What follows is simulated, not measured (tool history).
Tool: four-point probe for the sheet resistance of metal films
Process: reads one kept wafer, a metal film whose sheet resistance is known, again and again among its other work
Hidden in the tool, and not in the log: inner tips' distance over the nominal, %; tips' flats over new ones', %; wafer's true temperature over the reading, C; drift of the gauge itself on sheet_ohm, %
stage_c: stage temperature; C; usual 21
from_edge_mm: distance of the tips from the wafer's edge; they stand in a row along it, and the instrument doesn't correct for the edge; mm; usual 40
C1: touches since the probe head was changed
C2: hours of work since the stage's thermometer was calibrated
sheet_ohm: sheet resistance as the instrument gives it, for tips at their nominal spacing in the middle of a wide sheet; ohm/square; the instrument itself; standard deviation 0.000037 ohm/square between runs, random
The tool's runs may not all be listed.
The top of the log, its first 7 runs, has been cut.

{"run": 8, "day": 5.383, "stage_c": 20, "from_edge_mm": 5, "C1": 5743, "C2": 1207, "sheet_ohm": 0.188995}
{"run": 9, "day": 5.892, "stage_c": 21, "from_edge_mm": 11, "C1": 5902, "C2": 1214, "sheet_ohm": 0.185851}
{"run": 10, "day": 6.45, "stage_c": 21, "from_edge_mm": 11, "C1": 6076, "C2": 1222, "sheet_ohm": 0.185856}
{"run": 11, "day": 7.496, "stage_c": 30, "from_edge_mm": 11, "C1": 6402, "C2": 1238, "sheet_ohm": 0.185325}
{"run": 12, "day": 8.338, "stage_c": 21, "from_edge_mm": 40, "C1": 6664, "C2": 1251, "sheet_ohm": 0.185046}
{"day": 8.412, "done": "stage's thermometer calibrated"}
{"run": 13, "day": 9.062, "stage_c": 33, "from_edge_mm": 40, "C1": 6883, "C2": 10, "sheet_ohm": 0.18436}
{"run": 14, "day": 10.146, "stage_c": 21, "from_edge_mm": 40, "C1": 7222, "C2": 26, "sheet_ohm": 0.185095}
{"run": 15, "day": 11.183, "stage_c": 21, "from_edge_mm": 40, "C1": 7545, "C2": 41, "sheet_ohm": 0.185058}
{"run": 16, "day": 11.792, "stage_c": 21, "from_edge_mm": 40, "C1": 7734, "C2": 50, "sheet_ohm": 0.185071}
{"run": 17, "day": 12.85, "stage_c": 21, "from_edge_mm": 10, "C1": 8064, "C2": 66, "sheet_ohm": 0.185941}
{"run": 18, "day": 13.592, "stage_c": 21, "from_edge_mm": 16, "C1": 8296, "C2": 77, "sheet_ohm": 0.185395}
{"run": 19, "day": 14.1, "stage_c": 21, "from_edge_mm": 40, "C1": 8455, "C2": 85, "sheet_ohm": 0.185002}
{"day": 14.692, "done": "stage's thermometer calibrated, once more"}
{"run": 20, "day": 15.196, "stage_c": 21, "from_edge_mm": 40, "C1": 8789, "C2": 7, "sheet_ohm": 0.185437}
{"run": 21, "day": 15.708, "stage_c": 21, "from_edge_mm": 40, "C1": 8949, "C2": 15, "sheet_ohm": 0.185344}
{"run": 22, "day": 16.283, "stage_c": 21, "from_edge_mm": 40, "C1": 9128, "C2": 24, "sheet_ohm": 0.185395}

Expected results for the next run?
{"run": 23, "day": 17.15, "stage_c": 21, "from_edge_mm": 40, "C1": 9399, "C2": 37, "sheet_ohm": "?"}

Run 23 yielded sheet_ohm 0.185374 ohm/square.
With no hidden state in the tool, this same run would have given sheet_ohm 0.185098 ohm/square.
